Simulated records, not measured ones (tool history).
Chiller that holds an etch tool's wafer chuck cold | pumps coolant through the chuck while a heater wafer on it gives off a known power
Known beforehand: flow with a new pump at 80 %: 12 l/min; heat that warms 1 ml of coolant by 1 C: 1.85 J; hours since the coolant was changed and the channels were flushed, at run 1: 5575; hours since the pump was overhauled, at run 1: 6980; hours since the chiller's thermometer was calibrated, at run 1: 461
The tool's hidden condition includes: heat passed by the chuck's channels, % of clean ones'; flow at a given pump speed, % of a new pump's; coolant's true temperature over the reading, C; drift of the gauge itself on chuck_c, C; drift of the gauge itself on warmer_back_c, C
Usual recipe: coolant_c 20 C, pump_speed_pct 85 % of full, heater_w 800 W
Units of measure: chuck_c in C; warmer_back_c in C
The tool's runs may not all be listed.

run,hour,coolant_c,pump_speed_pct,heater_w,hours since the coolant was changed and the channels were flushed,hours since the pump was overhauled,hours since the chiller's thermometer was calibrated,chuck_c,warmer_back_c
1,0.0,20,85,800,5575,6980,461,24.97,2.04
2,118.5,15,85,800,5694,7099,579,19.90,1.98
3,235.5,15,85,800,5811,7216,696,19.87,2.03
4,396.2,15,85,800,5971,7376,857,19.87,1.98
5,602.2,22,85,800,6177,7582,1063,26.94,1.93
6,746.9,22,85,800,6322,7727,1208,26.92,1.96
7,867.4,22,85,800,6443,7848,1328,26.80,1.90
8,1016.8,22,85,800,6592,7997,1477,26.81,1.94
9,1177.8,22,95,800,6753,8158,1638,26.46,1.64
10,1277.7,22,95,800,6853,8258,1738,26.59,1.63
11,1471.0,13,88,800,7046,8451,1932,17.84,1.75
12,1566.2,26,68,800,7141,8546,2027,31.78,2.31
13,1764.8,20,74,1052,7340,8745,2225,27.09,2.85
14,1959.8,13,87,612,7535,8940,2420,16.77,1.25
15,2172.4,11,87,612,7748,9152,2633,14.72,1.17
16,2286.4,11,87,612,7862,9267,2747,14.77,1.15

Branching from run 16: 4 alternative next runs. What would each branch give?
A,2423.8,11,67,612,7999,9404,2884,?,?
B,2423.8,11,69,979,7999,9404,2884,?,?
C,2423.8,20,60,800,7999,9404,2884,?,?
D,2423.8,12,87,1006,7999,9404,2884,?,?

run,chuck_c,warmer_back_c
A,15.41,1.65
B,17.87,2.73
C,26.18,2.59
D,18.16,2.14
Without the tool's hidden state the same runs would have given:
run,chuck_c,warmer_back_c
A,15.41,2.01
B,17.85,3.08
C,26.16,2.95
D,18.14,2.49

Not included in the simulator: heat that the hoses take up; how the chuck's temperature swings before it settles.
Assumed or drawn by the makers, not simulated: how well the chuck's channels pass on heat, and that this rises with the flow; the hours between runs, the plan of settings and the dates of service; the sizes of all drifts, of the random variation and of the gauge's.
